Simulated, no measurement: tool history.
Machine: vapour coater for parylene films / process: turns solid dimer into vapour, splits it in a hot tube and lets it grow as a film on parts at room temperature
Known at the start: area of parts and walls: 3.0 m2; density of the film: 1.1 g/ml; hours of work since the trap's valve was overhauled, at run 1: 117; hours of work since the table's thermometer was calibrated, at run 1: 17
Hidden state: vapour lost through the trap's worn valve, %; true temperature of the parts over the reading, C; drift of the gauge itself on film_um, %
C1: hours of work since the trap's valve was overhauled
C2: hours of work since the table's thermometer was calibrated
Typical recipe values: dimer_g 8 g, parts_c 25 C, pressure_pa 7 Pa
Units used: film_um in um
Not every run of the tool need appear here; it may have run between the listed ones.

run 1 hour=0 | dimer_g=8 parts_c=25 pressure_pa=7 | C1=117 C2=17 | film_um=1.2
run 2 hour=26.3 | dimer_g=8 parts_c=25 pressure_pa=7 | C1=140 C2=40 | film_um=1.18
run 3 hour=49.8 | dimer_g=8 parts_c=25 pressure_pa=7 | C1=161 C2=61 | film_um=1.18
run 4 hour=69.8 | dimer_g=8 parts_c=25 pressure_pa=7 | C1=178 C2=79 | film_um=1.14
run 5 hour=91 | dimer_g=8 parts_c=25 pressure_pa=7 | C1=197 C2=98 | film_um=1.14
run 6 hour=107.4 | dimer_g=8 parts_c=25 pressure_pa=7 | C1=212 C2=112 | film_um=1.13
-- hour=129 trap's valve overhauled
run 7 hour=146 | dimer_g=8 parts_c=25 pressure_pa=7 | C1=15 C2=143 | film_um=1.29
run 8 hour=173 | dimer_g=8 parts_c=25 pressure_pa=7 | C1=39 C2=167 | film_um=1.28
run 9 hour=197 | dimer_g=13 parts_c=25 pressure_pa=7 | C1=60 C2=188 | film_um=2.02
run 10 hour=219.3 | dimer_g=8 parts_c=25 pressure_pa=3 | C1=80 C2=208 | film_um=1.37
run 11 hour=254.7 | dimer_g=8 parts_c=25 pressure_pa=3 | C1=111 C2=239 | film_um=1.36
run 12 hour=285.6 | dimer_g=8 parts_c=25 pressure_pa=9.74 | C1=139 C2=266 | film_um=1.11
run 13 hour=314 | dimer_g=8 parts_c=25 pressure_pa=9.74 | C1=164 C2=291 | film_um=1.12
run 14 hour=343.5 | dimer_g=8 parts_c=33 pressure_pa=10.68 | C1=190 C2=318 | film_um=0.91
run 15 hour=383.8 | dimer_g=8 parts_c=33 pressure_pa=10.68 | C1=226 C2=353 | film_um=0.91
-- hour=391.3 trap's valve overhauled
run 16 hour=427.6 | dimer_g=6 parts_c=25 pressure_pa=2.03 | C1=32 C2=389 | film_um=1.11
run 17 hour=460.4 | dimer_g=8 parts_c=18 pressure_pa=8.81 | C1=61 C2=418 | film_um=1.4
run 18 hour=485.1 | dimer_g=8 parts_c=18 pressure_pa=8.81 | C1=83 C2=439 | film_um=1.37
run 19 hour=515.2 | dimer_g=11 parts_c=20 pressure_pa=8.81 | C1=110 C2=466 | film_um=1.81
run 20 hour=547.7 | dimer_g=8 parts_c=19 pressure_pa=2.4 | C1=139 C2=495 | film_um=1.52
run 21 hour=573.8 | dimer_g=4 parts_c=19 pressure_pa=4.98 | C1=162 C2=518 | film_um=0.68
run 22 hour=611.2 | dimer_g=12 parts_c=29 pressure_pa=3.33 | C1=195 C2=551 | film_um=1.72
-- hour=651.9 trap's valve overhauled
run 23 hour=651.9 | dimer_g=8 parts_c=29 pressure_pa=6.5 | C1=0 C2=584 | film_um=1.23
run 24 hour=690.4 | dimer_g=4 parts_c=29 pressure_pa=6.99 | C1=34 C2=618 | film_um=0.57

Branching from run 24: 5 alternative next runs. What would each branch give?
run A hour=718.2 | dimer_g=6 parts_c=27 pressure_pa=3.92 | C1=59 C2=642 | film_um=?
run B hour=718.2 | dimer_g=12 parts_c=20 pressure_pa=5.63 | C1=59 C2=642 | film_um=?
run C hour=718.2 | dimer_g=6 parts_c=25 pressure_pa=7 | C1=59 C2=642 | film_um=?
run D hour=718.2 | dimer_g=10 parts_c=29 pressure_pa=6.99 | C1=59 C2=642 | film_um=?
run E hour=718.2 | dimer_g=6 parts_c=29 pressure_pa=7.56 | C1=59 C2=642 | film_um=?

run=A film_um=0.95
run=B film_um=2.12
run=C film_um=0.94
run=D film_um=1.47
run=E film_um=0.85
The same runs, with their run-to-run variation unchanged, on a tool lacking any hidden condition would have given:
run=A film_um=0.99
run=B film_um=2.21
run=C film_um=0.98
run=D film_um=1.53
run=E film_um=0.89

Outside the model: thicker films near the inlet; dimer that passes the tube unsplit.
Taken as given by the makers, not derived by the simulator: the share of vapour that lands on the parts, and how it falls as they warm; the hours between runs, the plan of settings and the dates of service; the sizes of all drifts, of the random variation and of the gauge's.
